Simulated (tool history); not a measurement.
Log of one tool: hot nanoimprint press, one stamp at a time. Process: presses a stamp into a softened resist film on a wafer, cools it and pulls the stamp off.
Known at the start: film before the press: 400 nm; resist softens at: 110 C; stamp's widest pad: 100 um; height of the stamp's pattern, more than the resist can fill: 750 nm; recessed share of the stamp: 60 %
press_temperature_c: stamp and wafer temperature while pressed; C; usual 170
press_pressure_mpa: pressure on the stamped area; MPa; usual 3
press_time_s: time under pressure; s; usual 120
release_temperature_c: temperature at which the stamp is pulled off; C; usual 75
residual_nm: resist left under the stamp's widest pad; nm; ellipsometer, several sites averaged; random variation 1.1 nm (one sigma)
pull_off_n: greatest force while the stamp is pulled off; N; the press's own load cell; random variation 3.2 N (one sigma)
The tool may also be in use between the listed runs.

run,hour,press_temperature_c,press_pressure_mpa,press_time_s,release_temperature_c,residual_nm,pull_off_n
1,0,170,3,120,75,197.1,230
# hour 23.1: stamp cleaned and given a new release coat
2,59.8,170,3,120,75,198.7,160
3,126.2,170,3,120,75,197.9,172
4,200.1,170,3,120,75,197,177
# hour 267.7: plate thermocouple calibrated
5,267.7,170,3,120,75,194.5,189
6,318.7,160,3,120,75,279.7,184
7,383.1,170,3,120,75,194.8,198
8,414.5,161,3,120,75,277,205
9,452.7,170,3,120,60,196.4,289
10,510.6,170,3,120,60,198.2,300
# hour 554.3: press's hydraulic seals changed and the load cell set to zero
# hour 577: stamp cleaned and given a new release coat
11,577,170,3,120,60,195.6,203
12,617.8,170,3,120,75,196.2,157
13,673.3,170,3,120,75,195.3,169
14,740.2,170,3,120,75,197.8,178
15,776,170,3,120,75,198.9,180
16,842.1,170,3,120,75,200.6,183
17,908,160,3,120,79,284.7,182
# hour 944.6: plate thermocouple calibrated
18,973,170,2.7,84,81,228.2,174
19,1039.8,161,2.32,127,75,292.8,217
20,1078.9,161,2.32,127,75,289.8,220
# hour 1125: stamp cleaned and given a new release coat
21,1159.2,161,2.32,127,75,291.3,158
22,1213.8,179,1.9,78,79,201.9,151
23,1253.9,179,4.18,118,65,117.6,207
24,1287.9,170,3,75,78,229.1,166
# hour 1300.7: press's hydraulic seals changed and the load cell set to zero
25,1339.9,170,3.42,99,75,198,175
26,1379,170,3.42,99,75,197.5,190
27,1431.7,173,1.84,110,72,227,208
28,1474.9,171,2.28,120,75,216.1,196
29,1546.8,170,3,155,75,182.5,210
30,1588.3,169,3,97,75,224,214

3 ways to go on from here, each from the tool as it stands after run 30. What would each give?
# hour 1620.6: plate thermocouple calibrated
A,1647.7,181,3,146,77,?,?
# hour 1620.6: plate thermocouple calibrated
B,1647.7,173,2.54,120,75,?,?
# hour 1620.6: plate thermocouple calibrated
C,1647.7,169,3,97,68,?,?

run,residual_nm,pull_off_n
A,118.8,217
B,186.2,219
C,217.2,255
Without the tool's hidden state the same runs would have given:
run,residual_nm,pull_off_n
A,118.3,149
B,185.6,151
C,216.5,175
